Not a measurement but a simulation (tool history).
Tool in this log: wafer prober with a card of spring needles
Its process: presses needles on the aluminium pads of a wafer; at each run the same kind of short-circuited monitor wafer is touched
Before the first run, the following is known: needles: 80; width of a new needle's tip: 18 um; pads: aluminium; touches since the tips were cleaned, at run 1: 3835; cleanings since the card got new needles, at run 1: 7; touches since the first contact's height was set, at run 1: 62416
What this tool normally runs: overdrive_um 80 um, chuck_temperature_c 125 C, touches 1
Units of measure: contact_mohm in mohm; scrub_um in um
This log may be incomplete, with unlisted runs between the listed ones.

run   hour  overdrive_um  chuck_temperature_c  touches  touches since the tips were cleaned  cleanings since the card got new needles  touches since the first contact's height was set  contact_mohm  scrub_um
  1    0.0            80                  125        1                                 3835                                         7                                             62416           285     20.64
  2    7.3            85                  125        1                                 5251                                         7                                             63832           285     21.94
  3   13.7            85                  125        1                                 6484                                         7                                             65065           285     21.96
      17.2  -- tips cleaned on abrasive film
  4   23.0            80                  125        1                                 1127                                         8                                             66860           287     20.68
  5   35.4            80                  123        1                                 3520                                         8                                             69253           287     20.67
  6   46.2            80                  125        1                                 5619                                         8                                             71352           284     20.66
      54.4  -- tips cleaned on abrasive film
  7   58.4            80                   47        1                                  771                                         9                                             73703           267     20.65
  8   63.4            80                   47        1                                 1745                                         9                                             74677           265     20.66
  9   72.8            80                   47        1                                 3564                                         9                                             76496           266     20.64
 10   81.3            80                   47        1                                 5211                                         9                                             78143           268     20.67
 11   90.3            80                   47        1                                 6967                                         9                                             79899           267     20.67
      91.4  -- tips cleaned on abrasive film
 12   96.6            80                   67        1                                 1013                                        10                                             81101           271     20.67
 13  106.1            80                  125        1                                 2850                                        10                                             82938           288     20.65
 14  115.3            80                  125        1                                 4630                                        10                                             84718           289     20.66
 15  123.8            80                  125        1                                 6275                                        10                                             86363           288     20.68
     129.3  -- tips cleaned on abrasive film
 16  132.0            80                  125        1                                  532                                        11                                             87940           286     20.68
 17  138.2            80                  125        1                                 1727                                        11                                             89135           284     20.67

What will run 18 give?
 18  146.6            80                  125        1                                 3366                                        11                                             90774             ?         ?

contact_mohm: 287 mohm
scrub_um: 20.66 um
On a tool with no hidden condition, and with the same random variation, this run would have come out at contact_mohm 287 mohm, scrub_um 20.67 um.
